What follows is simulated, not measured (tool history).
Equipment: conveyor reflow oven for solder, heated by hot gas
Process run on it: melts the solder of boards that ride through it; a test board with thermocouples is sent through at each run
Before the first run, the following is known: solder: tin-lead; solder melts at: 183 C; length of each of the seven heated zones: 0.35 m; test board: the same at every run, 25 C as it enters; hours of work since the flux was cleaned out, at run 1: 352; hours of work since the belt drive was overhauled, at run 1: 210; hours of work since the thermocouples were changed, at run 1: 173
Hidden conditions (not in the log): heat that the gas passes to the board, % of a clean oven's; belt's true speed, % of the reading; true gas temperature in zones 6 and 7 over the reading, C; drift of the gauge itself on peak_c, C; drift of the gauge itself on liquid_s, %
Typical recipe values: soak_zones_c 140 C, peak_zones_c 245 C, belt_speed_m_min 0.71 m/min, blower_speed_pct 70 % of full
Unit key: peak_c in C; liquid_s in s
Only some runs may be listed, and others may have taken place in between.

run	day	soak_zones_c	peak_zones_c	belt_speed_m_min	blower_speed_pct	hours of work since the flux was cleaned out	hours of work since the belt drive was overhauled	hours of work since the thermocouples were changed	peak_c	liquid_s
1	0	140	245	0.71	70	352	210	173	219.9	45.5
2	0.6	140	245	0.71	70	363	221	184	219.2	45.5
3	0.933	140	245	0.71	70	369	227	190	219.8	45.3
4	1.612	140	243	0.71	70	382	239	202	217.9	44.2
5	2.062	140	245	0.807	70	390	248	211	213.9	35.9
6	2.517	140	245	0.71	70	399	256	219	219.7	45.3
7	3.05	140	245	0.71	70	409	266	229	219.3	45.2
8	3.488	136	245	0.71	70	417	274	237	217.8	43.4
# day 4.212: flux residue cleaned out of gas plates and filters
9	4.3	140	245	0.71	70	2	285	248	217.5	43.8
10	4.867	140	245	0.71	70	12	296	259	217.3	43.8
11	5.404	140	245	0.71	70	22	306	269	217.1	43.6
12	5.838	140	245	0.635	70	30	314	277	222	52.6
13	6.362	140	245	0.635	70	40	323	286	221.9	52.5
# day 7.246: flux residue cleaned out of gas plates and filters, once more
14	7.246	140	245	0.584	70	0	336	299	230.7	63.2
15	7.733	140	245	0.584	70	9	345	308	230.8	63.3
16	8.033	140	245	0.792	74	15	351	314	220.6	41.3
17	8.733	130	240	0.626	57	28	364	327	219.2	49
18	9.433	136	247	0.652	89	40	376	339	230.9	55.6
19	10.029	128	245	0.71	70	51	387	351	221	43.6
20	10.438	147	246	0.65	74	59	395	358	229.8	58.1

Expected results for the next run?
21	10.858	147	246	0.65	74	67	403	366	?	?

{"run 21": {"peak_c": 229.6, "liquid_s": 58.3}}
Had the tool carried no hidden state, the very same run would have given peak_c 229 C, liquid_s 57.7 s.
